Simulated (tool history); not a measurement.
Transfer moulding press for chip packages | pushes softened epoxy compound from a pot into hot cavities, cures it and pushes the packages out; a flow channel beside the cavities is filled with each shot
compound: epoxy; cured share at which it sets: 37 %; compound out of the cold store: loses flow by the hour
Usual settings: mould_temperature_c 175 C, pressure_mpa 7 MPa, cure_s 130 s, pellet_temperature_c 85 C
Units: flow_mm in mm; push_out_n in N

run	day	mould_temperature_c	pressure_mpa	cure_s	pellet_temperature_c	incoming compound's hours out of the cold store	flow_mm	push_out_n
1	0	175	7	130	85	47.2	628	320
2	0.667	175	7	130	85	21.2	682	374
3	1.062	175	7	130	85	36.4	650	392
4	1.817	175	7	130	85	11.2	705	444
# day 1.971: plunger's sealing rings changed
5	2.296	175	7	130	91	13.1	711	467
# day 2.412: cavities cleaned with cleaning compound and waxed
6	2.704	173	7	132	85	31.3	679	560
7	3.454	172	7	144	85	45.1	648	541
# day 3.771: cavities cleaned with cleaning compound and waxed, once more
8	4.154	176	7	130	85	18.6	694	344
9	4.804	174	7.69	111	76	11.2	749	532
10	5.296	174	7.69	111	76	25.3	717	550

Forecast each of these 4 alternatives for the next run:
A	6.083	174	6.14	149	85	14.9	?	?
B	6.083	173	5.67	167	76	41.4	?	?
C	6.083	171	6.94	111	87	26.5	?	?
D	6.083	178	8.37	130	85	29.7	?	?

run	flow_mm	push_out_n
A	660	426
B	588	407
C	682	686
D	725	428
Without the tool's hidden state the same runs would have given:
run	flow_mm	push_out_n
A	665	303
B	593	288
C	688	491
D	731	305
